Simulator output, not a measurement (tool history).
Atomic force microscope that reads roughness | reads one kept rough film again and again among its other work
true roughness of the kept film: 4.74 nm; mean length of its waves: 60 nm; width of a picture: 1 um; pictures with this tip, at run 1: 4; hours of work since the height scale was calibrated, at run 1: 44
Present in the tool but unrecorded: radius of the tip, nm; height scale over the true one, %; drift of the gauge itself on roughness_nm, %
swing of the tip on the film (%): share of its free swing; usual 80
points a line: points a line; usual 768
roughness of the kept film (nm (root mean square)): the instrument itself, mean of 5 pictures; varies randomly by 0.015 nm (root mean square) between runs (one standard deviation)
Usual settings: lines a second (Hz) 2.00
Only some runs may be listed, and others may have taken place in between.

run	hour	lines a second (Hz)	swing of the tip on the film (%)	points a line	pictures with this tip	hours of work since the height scale was calibrated	roughness of the kept film (nm (root mean square))
1	0.0	2.00	80	768	4	44	3.725
2	8.3	2.00	80	768	11	48	3.709
3	16.5	2.00	80	768	17	52	3.682
4	21.2	2.00	80	448	21	54	3.700
5	29.9	2.00	63	768	28	58	4.177
6	41.1	2.00	63	768	36	63	4.171
7	45.6	1.47	80	768	40	65	3.861
8	50.4	1.47	80	768	44	67	3.858
9	59.9	1.47	80	768	51	71	3.820
10	69.8	1.47	80	768	59	76	3.821
11	79.0	1.47	59	768	66	80	4.232
12	89.2	2.00	80	768	74	84	3.607
13	95.4	1.64	80	768	79	87	3.718
14	102.3	1.64	80	768	85	90	3.720
15	107.8	2.00	80	831	89	93	3.563
16	115.0	2.00	80	684	95	96	3.580
17	124.9	2.00	80	684	103	100	3.549
18	135.1	2.00	80	768	111	105	3.531
19	139.9	2.00	80	768	114	107	3.529
20	145.9	2.00	80	768	119	110	3.522
21	153.9	0.51	80	768	125	113	4.061
22	158.9	0.51	80	768	129	116	4.079
23	166.3	0.51	80	284	135	119	4.056
24	171.4	0.51	80	284	139	121	4.075
25	180.4	1.75	80	381	146	125	3.552
26	188.4	2.00	80	928	153	129	3.449
27	197.9	2.38	56	299	160	133	3.965

Estimate the outcome of run 28 from the log above:
28	203.7	2.38	56	299	165	136	?

{"run 28": {"roughness of the kept film (nm (root mean square))": 3.964}}
If the tool had no hidden condition, the same run with the same run-to-run variation would have returned roughness of the kept film (nm (root mean square)) 4.274.
